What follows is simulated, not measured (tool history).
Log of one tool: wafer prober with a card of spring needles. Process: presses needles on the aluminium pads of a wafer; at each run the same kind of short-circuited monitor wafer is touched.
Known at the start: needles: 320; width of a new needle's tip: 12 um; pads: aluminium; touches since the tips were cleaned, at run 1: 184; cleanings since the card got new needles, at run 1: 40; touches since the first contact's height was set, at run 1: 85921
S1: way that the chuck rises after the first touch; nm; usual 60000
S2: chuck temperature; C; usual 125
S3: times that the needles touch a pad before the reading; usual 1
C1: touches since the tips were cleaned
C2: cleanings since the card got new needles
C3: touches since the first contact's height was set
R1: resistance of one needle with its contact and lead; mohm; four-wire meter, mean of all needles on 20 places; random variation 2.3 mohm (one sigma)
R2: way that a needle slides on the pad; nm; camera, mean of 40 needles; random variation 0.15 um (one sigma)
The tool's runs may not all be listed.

run     day     S1   S2  S3    C1  C2      C3   R1     R2
  1       0  60000  125   1   184  40   85921  260  14010
        0.4  -- tips cleaned on abrasive film
  2   0.521  60000  125   1   569  41   88366  266  13910
      0.817  -- tips cleaned on abrasive film
  3   0.908  60000  125   1   434  42   90179  265  13910
      1.254  -- tips cleaned on abrasive film
  4   1.288  60000  125   1   161  43   91973  260  13600
  5   1.517  60000  125   1  1245  43   93057  261  14070
      1.688  -- tips cleaned on abrasive film
  6     1.9  60000  125   1  1001  44   94846  259  14040
      2.125  -- tips cleaned on abrasive film
  7   2.138  60000  125   1    52  45   95953  262  14040
      2.554  -- tips cleaned on abrasive film
  8   2.604  60000  125   1   244  46   98148  262  13970
      2.983  -- tips cleaned on abrasive film
  9   3.033  60000  125   1   243  47  100159  263  13960
      3.396  -- tips cleaned on abrasive film
 10   3.417  60000  125   1    99  48  101959  263  13720
 11    3.75  60000  125   1  1673  48  103533  264  13980
      3.821  -- tips cleaned on abrasive film
 12   3.975  60000  125   1   723  49  104583  258  13950
      4.262  -- tips cleaned on abrasive film
 13   4.262  60000  125   1     0  50  105924  261  13980
 14   4.508  60000  125   1  1162  50  107086  259  13960
      4.683  -- tips cleaned on abrasive film
 15   4.804  60000  125   1   566  51  108473  259  14320
        5.1  -- tips cleaned on abrasive film
 16   5.233  60000   31   1   633  52  110492  238  14000
      5.521  -- tips cleaned on abrasive film
 17   5.608  60000   31   1   418  53  112243  234  13830
 18   5.829  49000   86   1  1474  53  113299  255  11520
      5.942  -- tips cleaned on abrasive film
      5.992  -- height of the first contact set anew
 19   6.238  40000  125   2  1351  54    1168  272   9410
      6.362  -- tips cleaned on abrasive film
 20   6.725  40000  125   2  1727  55    3455  269   9400
      6.783  -- tips cleaned on abrasive film
 21   7.104  60000   81   1  1530  56    5235  248  14080
        7.2  -- tips cleaned on abrasive film
 22   7.521  49000   29   2  1523  57    7191  241  11580
      7.625  -- tips cleaned on abrasive film
 23   7.975  60000   81   2  1657  58    9310  246  13840
      8.062  -- tips cleaned on abrasive film
 24   8.375  67000   81   2  1485  59   11197  245  15560
      8.483  -- tips cleaned on abrasive film
 25   8.742  67000   81   2  1212  60   12904  248  15740
      8.917  -- tips cleaned on abrasive film
 26   9.025  52000   65   2   505  61   14232  249  12260
 27   9.312  65000   32   1  1863  61   15590  234  15250
      9.354  -- tips cleaned on abrasive film
 28   9.708  60000   63   3  1687  62   17457  240  14030
      9.783  -- tips cleaned on abrasive film
     10.196  -- tips cleaned on abrasive film
 29  10.196  58000   35   1     0  64   19720  241  13750
       10.6  -- tips cleaned on abrasive film
 30    10.6  58000  118   3     0  65   21620  259  13790
     11.017  -- tips cleaned on abrasive film
 31  11.025  55000  118   1    36  66   23611  263  12860
     11.421  -- tips cleaned on abrasive film
 32  11.471  55000  118   2   233  67   25709  260  12800
 33  11.775  55000  118   2  1677  67   27153  262  12870

Hidden state at the last listed run before each entry between runs and at the first one after, where it differs:
Between runs 1 and 2: tips cleaned on abrasive film (day 0.4)
  debris on the tips, nm: 0.3 -> 0.5
Between runs 2 and 3: tips cleaned on abrasive film (day 0.817)
  debris on the tips, nm: 0.5 -> 0.4; way that the needles fall short of the set height, um: 0.15 -> 0.16
Between runs 3 and 4: tips cleaned on abrasive film (day 1.254)
  debris on the tips, nm: 0.4 -> 0.2; tips' diameter, um: 12.05 -> 12.06
Between runs 5 and 6: tips cleaned on abrasive film (day 1.688)
  debris on the tips, nm: 0.9 -> 0.8
Between runs 6 and 7: tips cleaned on abrasive film (day 2.125)
  debris on the tips, nm: 0.8 -> 0.2; way that the needles fall short of the set height, um: 0.16 -> 0.17
Between runs 7 and 8: tips cleaned on abrasive film (day 2.554)
  debris on the tips, nm: 0.2 -> 0.3
Between runs 8 and 9: tips cleaned on abrasive film (day 2.983)
  no hidden state differs between the two runs
Between runs 9 and 10: tips cleaned on abrasive film (day 3.396)
  debris on the tips, nm: 0.3 -> 0.1; way that the needles fall short of the set height, um: 0.17 -> 0.18
Between runs 11 and 12: tips cleaned on abrasive film (day 3.821)
  debris on the tips, nm: 1.1 -> 0.6
Between runs 12 and 13: tips cleaned on abrasive film (day 4.262)
  debris on the tips, nm: 0.6 -> 0.1; way that the needles fall short of the set height, um: 0.18 -> 0.19; tips' diameter, um: 12.06 -> 12.07
Between runs 14 and 15: tips cleaned on abrasive film (day 4.683)
  debris on the tips, nm: 0.9 -> 0.5
Between runs 15 and 16: tips cleaned on abrasive film (day 5.1)
  no hidden state differs between the two runs
Between runs 16 and 17: tips cleaned on abrasive film (day 5.521)
  debris on the tips, nm: 0.5 -> 0.4; way that the needles fall short of the set height, um: 0.19 -> 0.2
Between runs 18 and 19: tips cleaned on abrasive film (day 5.942); height of the first contact set anew (day 5.992)
  debris on the tips, nm: 1.1 -> 0.9; way that the needles fall short of the set height, um: 0.2 -> 0
Between runs 19 and 20: tips cleaned on abrasive film (day 6.362)
  debris on the tips, nm: 0.9 -> 1.1
Between runs 20 and 21: tips cleaned on abrasive film (day 6.783)
  way that the needles fall short of the set height, um: 0 -> 0.01
Between runs 21 and 22: tips cleaned on abrasive film (day 7.2)
  no hidden state differs between the two runs
Between runs 22 and 23: tips cleaned on abrasive film (day 7.625)
  debris on the tips, nm: 1.1 -> 1.2; tips' diameter, um: 12.07 -> 12.08
Between runs 23 and 24: tips cleaned on abrasive film (day 8.062)
  debris on the tips, nm: 1.2 -> 1; way that the needles fall short of the set height, um: 0.01 -> 0.02
Between runs 24 and 25: tips cleaned on abrasive film (day 8.483)
  debris on the tips, nm: 1 -> 0.9
Between runs 25 and 26: tips cleaned on abrasive film (day 8.917)
  debris on the tips, nm: 0.9 -> 0.4; way that the needles fall short of the set height, um: 0.02 -> 0.03
Between runs 27 and 28: tips cleaned on abrasive film (day 9.354)
  debris on the tips, nm: 1.2 -> 1.1
Between runs 28 and 29: tips cleaned on abrasive film (day 9.783); tips cleaned on abrasive film (day 10.196)
  debris on the tips, nm: 1.1 -> 0.1; way that the needles fall short of the set height, um: 0.03 -> 0.04
Between runs 29 and 30: tips cleaned on abrasive film (day 10.6)
  no hidden state differs between the two runs
Between runs 30 and 31: tips cleaned on abrasive film (day 11.017)
  debris on the tips, nm: 0.1 -> 0.2
Between runs 31 and 32: tips cleaned on abrasive film (day 11.421)
  debris on the tips, nm: 0.2 -> 0.3; way that the needles fall short of the set height, um: 0.04 -> 0.05; tips' diameter, um: 12.08 -> 12.09
